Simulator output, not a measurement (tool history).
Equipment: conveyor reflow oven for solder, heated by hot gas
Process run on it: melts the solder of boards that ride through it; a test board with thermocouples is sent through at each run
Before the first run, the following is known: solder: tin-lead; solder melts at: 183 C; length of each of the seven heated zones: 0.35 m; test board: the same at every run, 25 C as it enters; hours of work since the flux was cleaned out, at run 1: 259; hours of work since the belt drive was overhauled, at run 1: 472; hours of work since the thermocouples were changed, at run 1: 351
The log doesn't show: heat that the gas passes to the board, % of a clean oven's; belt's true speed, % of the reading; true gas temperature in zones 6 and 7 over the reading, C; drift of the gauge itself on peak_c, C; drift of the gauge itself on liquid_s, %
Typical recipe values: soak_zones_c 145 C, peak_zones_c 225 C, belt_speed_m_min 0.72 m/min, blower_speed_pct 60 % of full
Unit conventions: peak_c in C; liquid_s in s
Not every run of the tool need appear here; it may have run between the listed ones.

run,day,soak_zones_c,peak_zones_c,belt_speed_m_min,blower_speed_pct,hours of work since the flux was cleaned out,hours of work since the belt drive was overhauled,hours of work since the thermocouples were changed,peak_c,liquid_s
1,0,145,225,0.72,60,259,472,351,200.4,29.5
2,1.121,145,225,0.72,60,272,485,364,200.1,29.6
3,2.758,145,225,0.72,60,291,505,383,199.7,29.6
4,3.779,145,225,0.72,60,303,517,395,199.1,29
5,4.779,145,216,0.72,60,315,528,407,192.6,20
6,6.104,145,225,0.72,60,330,544,422,199.4,28.6
# day 7.488: flux residue cleaned out of gas plates and filters
7,7.688,136,225,0.72,60,2,560,438,201.3,29.5
8,9.079,136,225,0.72,60,19,576,455,200.7,28.2
9,9.988,136,225,0.72,60,29,587,465,200.5,28.2
10,11.012,138,219,0.72,55,41,599,477,194.7,21.7
11,11.738,138,219,0.72,55,50,607,486,195.3,21.6
12,12.525,138,219,0.72,55,59,617,495,194.7,21.5
13,14.042,149,219,0.718,59,77,634,513,198.5,30
14,14.979,145,239,0.669,60,88,645,524,215.7,47.9
15,16.6,155,237,0.669,60,107,664,543,216.8,51.4
16,18.138,140,225,0.795,60,125,682,561,197,22.1
17,18.821,145,237,0.72,56,133,690,569,209.8,39
18,19.9,137,225,0.72,60,145,703,582,199.8,27.6

Branching from run 18: 3 alternative next runs. What would each branch give?
A,21.554,137,225,0.791,54,165,722,601,?,?
B,21.554,145,231,0.747,69,165,722,601,?,?
C,21.554,142,225,0.72,60,165,722,601,?,?

run,peak_c,liquid_s
A,193.1,16.8
B,207,35.7
C,200.6,29.8
What these runs would have given with no unlogged condition in the tool:
run,peak_c,liquid_s
A,195.3,19.5
B,209.3,37.6
C,202.8,32.1

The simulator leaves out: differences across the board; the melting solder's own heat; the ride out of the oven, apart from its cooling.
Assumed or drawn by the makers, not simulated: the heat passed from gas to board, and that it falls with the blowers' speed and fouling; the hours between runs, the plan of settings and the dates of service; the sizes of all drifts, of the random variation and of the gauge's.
